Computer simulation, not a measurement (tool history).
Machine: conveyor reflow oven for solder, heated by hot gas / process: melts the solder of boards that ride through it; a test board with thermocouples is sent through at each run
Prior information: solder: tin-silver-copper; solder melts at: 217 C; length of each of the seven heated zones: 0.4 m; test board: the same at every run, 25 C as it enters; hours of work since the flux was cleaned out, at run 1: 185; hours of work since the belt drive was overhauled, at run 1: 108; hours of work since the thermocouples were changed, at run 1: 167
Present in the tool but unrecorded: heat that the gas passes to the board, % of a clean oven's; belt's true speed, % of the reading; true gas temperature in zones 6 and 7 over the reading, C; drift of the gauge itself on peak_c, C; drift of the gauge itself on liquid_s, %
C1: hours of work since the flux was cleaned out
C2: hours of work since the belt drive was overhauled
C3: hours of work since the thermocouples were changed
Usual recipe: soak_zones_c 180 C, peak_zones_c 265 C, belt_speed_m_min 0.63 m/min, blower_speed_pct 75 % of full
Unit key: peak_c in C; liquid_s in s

{"run": 1, "hour": 0.0, "soak_zones_c": 180, "peak_zones_c": 265, "belt_speed_m_min": 0.63, "blower_speed_pct": 75, "C1": 185, "C2": 108, "C3": 167, "peak_c": 253.7, "liquid_s": 61.4}
{"run": 2, "hour": 7.0, "soak_zones_c": 180, "peak_zones_c": 265, "belt_speed_m_min": 0.63, "blower_speed_pct": 76, "C1": 190, "C2": 113, "C3": 172, "peak_c": 254, "liquid_s": 61.4}
{"run": 3, "hour": 17.3, "soak_zones_c": 180, "peak_zones_c": 265, "belt_speed_m_min": 0.63, "blower_speed_pct": 75, "C1": 197, "C2": 120, "C3": 179, "peak_c": 253.9, "liquid_s": 61.3}
{"run": 4, "hour": 27.5, "soak_zones_c": 180, "peak_zones_c": 265, "belt_speed_m_min": 0.63, "blower_speed_pct": 62, "C1": 204, "C2": 127, "C3": 186, "peak_c": 250.5, "liquid_s": 58.1}
{"run": 5, "hour": 32.8, "soak_zones_c": 180, "peak_zones_c": 265, "belt_speed_m_min": 0.619, "blower_speed_pct": 75, "C1": 207, "C2": 130, "C3": 190, "peak_c": 254.4, "liquid_s": 62.6}
{"run": 6, "hour": 39.4, "soak_zones_c": 180, "peak_zones_c": 265, "belt_speed_m_min": 0.619, "blower_speed_pct": 75, "C1": 212, "C2": 135, "C3": 194, "peak_c": 254.4, "liquid_s": 62.5}
{"run": 7, "hour": 49.9, "soak_zones_c": 180, "peak_zones_c": 265, "belt_speed_m_min": 0.619, "blower_speed_pct": 75, "C1": 219, "C2": 142, "C3": 201, "peak_c": 254.3, "liquid_s": 62.9}
{"run": 8, "hour": 54.3, "soak_zones_c": 180, "peak_zones_c": 265, "belt_speed_m_min": 0.619, "blower_speed_pct": 75, "C1": 222, "C2": 145, "C3": 204, "peak_c": 254.1, "liquid_s": 62.7}
{"run": 9, "hour": 60.7, "soak_zones_c": 180, "peak_zones_c": 265, "belt_speed_m_min": 0.619, "blower_speed_pct": 75, "C1": 226, "C2": 149, "C3": 209, "peak_c": 254.2, "liquid_s": 62.8}
{"run": 10, "hour": 65.4, "soak_zones_c": 180, "peak_zones_c": 265, "belt_speed_m_min": 0.619, "blower_speed_pct": 75, "C1": 229, "C2": 153, "C3": 212, "peak_c": 254.2, "liquid_s": 62.7}
{"run": 11, "hour": 73.9, "soak_zones_c": 180, "peak_zones_c": 265, "belt_speed_m_min": 0.619, "blower_speed_pct": 75, "C1": 235, "C2": 158, "C3": 218, "peak_c": 253.9, "liquid_s": 62.7}
{"run": 12, "hour": 81.2, "soak_zones_c": 180, "peak_zones_c": 265, "belt_speed_m_min": 0.619, "blower_speed_pct": 75, "C1": 240, "C2": 163, "C3": 223, "peak_c": 254.2, "liquid_s": 62.7}
{"run": 13, "hour": 90.3, "soak_zones_c": 180, "peak_zones_c": 265, "belt_speed_m_min": 0.619, "blower_speed_pct": 75, "C1": 246, "C2": 170, "C3": 229, "peak_c": 254.3, "liquid_s": 62.5}
{"run": 14, "hour": 99.0, "soak_zones_c": 180, "peak_zones_c": 265, "belt_speed_m_min": 0.619, "blower_speed_pct": 75, "C1": 252, "C2": 175, "C3": 235, "peak_c": 254.5, "liquid_s": 62.7}
{"run": 15, "hour": 108.7, "soak_zones_c": 180, "peak_zones_c": 265, "belt_speed_m_min": 0.619, "blower_speed_pct": 75, "C1": 259, "C2": 182, "C3": 241, "peak_c": 254.4, "liquid_s": 62.6}
{"run": 16, "hour": 113.0, "soak_zones_c": 180, "peak_zones_c": 265, "belt_speed_m_min": 0.619, "blower_speed_pct": 75, "C1": 262, "C2": 185, "C3": 244, "peak_c": 254.2, "liquid_s": 62.5}
{"run": 17, "hour": 119.3, "soak_zones_c": 180, "peak_zones_c": 265, "belt_speed_m_min": 0.603, "blower_speed_pct": 60, "C1": 266, "C2": 189, "C3": 249, "peak_c": 251.2, "liquid_s": 61.6}
{"run": 18, "hour": 126.7, "soak_zones_c": 180, "peak_zones_c": 265, "belt_speed_m_min": 0.546, "blower_speed_pct": 75, "C1": 271, "C2": 194, "C3": 254, "peak_c": 257, "liquid_s": 74.2}
{"run": 19, "hour": 135.6, "soak_zones_c": 180, "peak_zones_c": 265, "belt_speed_m_min": 0.546, "blower_speed_pct": 75, "C1": 277, "C2": 200, "C3": 260, "peak_c": 257.3, "liquid_s": 74.4}
{"run": 20, "hour": 141.4, "soak_zones_c": 180, "peak_zones_c": 267, "belt_speed_m_min": 0.612, "blower_speed_pct": 75, "C1": 281, "C2": 204, "C3": 264, "peak_c": 256.1, "liquid_s": 64.7}
{"run": 21, "hour": 151.6, "soak_zones_c": 174, "peak_zones_c": 256, "belt_speed_m_min": 0.666, "blower_speed_pct": 63, "C1": 288, "C2": 211, "C3": 271, "peak_c": 240.5, "liquid_s": 43.9}
{"run": 22, "hour": 158.8, "soak_zones_c": 180, "peak_zones_c": 255, "belt_speed_m_min": 0.528, "blower_speed_pct": 75, "C1": 293, "C2": 216, "C3": 275, "peak_c": 248.5, "liquid_s": 71.2}
{"run": 23, "hour": 163.1, "soak_zones_c": 189, "peak_zones_c": 275, "belt_speed_m_min": 0.695, "blower_speed_pct": 71, "C1": 296, "C2": 219, "C3": 278, "peak_c": 260.4, "liquid_s": 61.6}
{"run": 24, "hour": 171.4, "soak_zones_c": 170, "peak_zones_c": 275, "belt_speed_m_min": 0.695, "blower_speed_pct": 71, "C1": 301, "C2": 225, "C3": 284, "peak_c": 257, "liquid_s": 52.8}
{"run": 25, "hour": 181.0, "soak_zones_c": 180, "peak_zones_c": 265, "belt_speed_m_min": 0.63, "blower_speed_pct": 52, "C1": 308, "C2": 231, "C3": 291, "peak_c": 247.4, "liquid_s": 54.7}
{"run": 26, "hour": 188.5, "soak_zones_c": 180, "peak_zones_c": 265, "belt_speed_m_min": 0.63, "blower_speed_pct": 52, "C1": 313, "C2": 236, "C3": 296, "peak_c": 247.4, "liquid_s": 54.6}
{"run": 27, "hour": 198.7, "soak_zones_c": 167, "peak_zones_c": 265, "belt_speed_m_min": 0.63, "blower_speed_pct": 65, "C1": 320, "C2": 243, "C3": 303, "peak_c": 249.4, "liquid_s": 52.9}
{"run": 28, "hour": 208.6, "soak_zones_c": 167, "peak_zones_c": 265, "belt_speed_m_min": 0.63, "blower_speed_pct": 65, "C1": 327, "C2": 250, "C3": 309, "peak_c": 249, "liquid_s": 52.6}
{"hour": 221.8, "done": "flux residue cleaned out of gas plates and filters"}
{"run": 29, "hour": 223.8, "soak_zones_c": 183, "peak_zones_c": 257, "belt_speed_m_min": 0.63, "blower_speed_pct": 77, "C1": 1, "C2": 257, "C3": 316, "peak_c": 248.3, "liquid_s": 59.7}
{"run": 30, "hour": 231.7, "soak_zones_c": 180, "peak_zones_c": 253, "belt_speed_m_min": 0.63, "blower_speed_pct": 75, "C1": 7, "C2": 262, "C3": 322, "peak_c": 243.8, "liquid_s": 54.9}
{"run": 31, "hour": 238.9, "soak_zones_c": 180, "peak_zones_c": 253, "belt_speed_m_min": 0.63, "blower_speed_pct": 75, "C1": 12, "C2": 267, "C3": 327, "peak_c": 244.2, "liquid_s": 55.3}

4 options for the next run, each taken on its own from the tool as it stands now. Forecast them:
{"run": "A", "hour": 245.9, "soak_zones_c": 188, "peak_zones_c": 260, "belt_speed_m_min": 0.63, "blower_speed_pct": 53, "C1": 16, "C2": 272, "C3": 331, "peak_c": "?", "liquid_s": "?"}
{"run": "B", "hour": 245.9, "soak_zones_c": 186, "peak_zones_c": 265, "belt_speed_m_min": 0.733, "blower_speed_pct": 75, "C1": 16, "C2": 272, "C3": 331, "peak_c": "?", "liquid_s": "?"}
{"run": "C", "hour": 245.9, "soak_zones_c": 195, "peak_zones_c": 265, "belt_speed_m_min": 0.63, "blower_speed_pct": 75, "C1": 16, "C2": 272, "C3": 331, "peak_c": "?", "liquid_s": "?"}
{"run": "D", "hour": 245.9, "soak_zones_c": 185, "peak_zones_c": 253, "belt_speed_m_min": 0.706, "blower_speed_pct": 75, "C1": 16, "C2": 272, "C3": 331, "peak_c": "?", "liquid_s": "?"}

run=A peak_c=245.9 liquid_s=57.9
run=B peak_c=251.9 liquid_s=53
run=C peak_c=256.7 liquid_s=70.1
run=D peak_c=242.3 liquid_s=48.5
Without the tool's unlogged condition, the same runs would have read:
run=A peak_c=245.2 liquid_s=56.8
run=B peak_c=251.2 liquid_s=52.3
run=C peak_c=256.1 liquid_s=69.2
run=D peak_c=241.7 liquid_s=47.6

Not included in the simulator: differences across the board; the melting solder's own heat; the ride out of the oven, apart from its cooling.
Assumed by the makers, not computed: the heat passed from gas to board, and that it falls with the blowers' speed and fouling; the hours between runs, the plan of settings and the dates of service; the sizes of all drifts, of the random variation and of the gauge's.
